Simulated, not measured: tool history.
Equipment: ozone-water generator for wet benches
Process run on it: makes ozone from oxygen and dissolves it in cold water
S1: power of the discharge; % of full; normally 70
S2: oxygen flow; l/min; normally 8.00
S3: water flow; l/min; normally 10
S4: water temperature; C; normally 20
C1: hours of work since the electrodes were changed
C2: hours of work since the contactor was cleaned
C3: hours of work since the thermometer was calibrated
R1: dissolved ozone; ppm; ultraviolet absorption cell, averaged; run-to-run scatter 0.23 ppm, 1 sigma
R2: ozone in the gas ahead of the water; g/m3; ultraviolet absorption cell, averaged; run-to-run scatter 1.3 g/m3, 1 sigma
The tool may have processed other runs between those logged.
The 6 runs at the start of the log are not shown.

run	hour	S1	S2	S3	S4	C1	C2	C3	R1	R2
7	983.6	93	8.00	10	20	406	2423	2632	40.3	276.9
# hour 1136.1: contactor cleaned
8	1136.1	93	8.00	10	20	535	0	2762	42.4	280.0
9	1322.4	70	6.93	10	20	697	162	2924	35.0	237.8
10	1470.7	70	8.00	10	12	826	291	3053	40.9	226.5
# hour 1658.1: water thermometer calibrated
11	1682.7	70	8.00	10	12	1011	475	21	41.1	225.3
12	1849.8	70	8.00	10	20	1156	621	167	34.3	225.4
13	1980.7	70	8.00	10	20	1270	735	281	33.9	223.6
14	2132.6	70	8.00	10	20	1402	867	413	33.7	226.2
15	2287.7	70	8.00	10	20	1537	1002	548	34.0	225.7
16	2511.9	57	8.00	10	20	1733	1197	743	29.5	196.7
17	2645.2	69	8.00	14	20	1849	1313	859	25.7	220.6
18	2798.9	88	4.33	9	15	1982	1447	993	46.8	323.4
19	2895.6	41	8.00	11	20	2067	1531	1077	22.0	156.0
20	3044.2	80	8.00	10	20	2196	1661	1207	35.7	240.9
21	3221.4	69	12.32	6	20	2350	1815	1361	39.9	190.3
22	3403.5	48	8.00	10	14	2509	1974	1520	29.0	173.1
23	3593.9	48	8.00	10	14	2675	2139	1685	29.3	170.6
24	3811.2	70	12.19	6	23	2864	2329	1875	37.0	190.5
25	4010.3	70	12.19	6	23	3037	2502	2048	36.8	187.2
# hour 4060.6: contactor cleaned
26	4174.1	90	8.23	6	13	3176	99	2187	61.0	253.2
27	4407.4	90	8.23	6	13	3379	302	2390	61.9	253.0
28	4634.7	90	4.75	13	14	3577	500	2588	34.4	304.6
29	4728.7	41	5.25	9	16	3659	582	2670	27.6	178.3
30	4951.0	41	5.25	9	16	3853	775	2863	27.4	178.0
31	5060.5	41	12.16	9	16	3948	871	2959	26.0	133.8

Here are 4 independent what-if runs from the current tool condition. What would each one return?
A	5289.9	41	12.78	9	19	4148	1070	3159	?	?
B	5289.9	48	12.16	9	16	4148	1070	3159	?	?
C	5289.9	86	8.00	7	20	4148	1070	3159	?	?
D	5289.9	60	12.16	15	12	4148	1070	3159	?	?

run	R1	R2
A	23.8	129.4
B	28.3	146.6
C	45.8	241.8
D	24.8	166.8
With no hidden state in the tool, these same runs would have given:
run	R1	R2
A	25.5	136.3
B	30.6	155.7
C	51.1	265.0
D	27.3	179.4

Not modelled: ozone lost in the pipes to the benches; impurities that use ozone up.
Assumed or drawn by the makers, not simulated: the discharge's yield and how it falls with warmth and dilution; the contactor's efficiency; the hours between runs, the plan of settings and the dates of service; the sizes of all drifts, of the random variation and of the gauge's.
